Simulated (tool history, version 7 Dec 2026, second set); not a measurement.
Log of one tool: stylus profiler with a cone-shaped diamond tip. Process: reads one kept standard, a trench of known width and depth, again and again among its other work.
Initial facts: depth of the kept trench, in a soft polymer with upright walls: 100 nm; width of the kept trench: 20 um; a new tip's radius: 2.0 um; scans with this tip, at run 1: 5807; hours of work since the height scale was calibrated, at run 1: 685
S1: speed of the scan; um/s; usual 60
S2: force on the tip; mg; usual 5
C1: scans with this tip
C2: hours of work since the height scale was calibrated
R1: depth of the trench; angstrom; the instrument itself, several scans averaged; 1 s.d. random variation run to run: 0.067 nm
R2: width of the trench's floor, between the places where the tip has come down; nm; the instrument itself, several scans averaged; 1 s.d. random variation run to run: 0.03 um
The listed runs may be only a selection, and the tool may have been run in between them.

{"run": 1, "hour": 0.0, "S1": 60, "S2": 5, "C1": 5807, "C2": 685, "R1": 1016.9, "R2": 18390}
{"run": 2, "hour": 25.4, "S1": 60, "S2": 5, "C1": 5943, "C2": 701, "R1": 1015, "R2": 18290}
{"run": 3, "hour": 42.7, "S1": 156, "S2": 5, "C1": 6036, "C2": 712, "R1": 1015.6, "R2": 17890}
{"run": 4, "hour": 54.8, "S1": 156, "S2": 10.5, "C1": 6100, "C2": 720, "R1": 1026.7, "R2": 18140}
{"run": 5, "hour": 74.3, "S1": 16, "S2": 5, "C1": 6205, "C2": 732, "R1": 1015.3, "R2": 18530}
{"hour": 76.3, "done": "height scale calibrated on a step standard"}
{"run": 6, "hour": 91.2, "S1": 70, "S2": 5, "C1": 6293, "C2": 9, "R1": 1014.3, "R2": 18310}
{"run": 7, "hour": 114.3, "S1": 70, "S2": 5, "C1": 6416, "C2": 24, "R1": 1013.6, "R2": 18290}

Run 8 is up next; what results do you expect?
{"run": 8, "hour": 137.4, "S1": 78, "S2": 4.33, "C1": 6540, "C2": 39, "R1": "?", "R2": "?"}

Run 8 gave R1 1011.9 angstrom, R2 18190 nm.
If the tool had no hidden condition, the same run with the same run-to-run variation would have returned R1 1014.8 angstrom, R2 18360 nm.
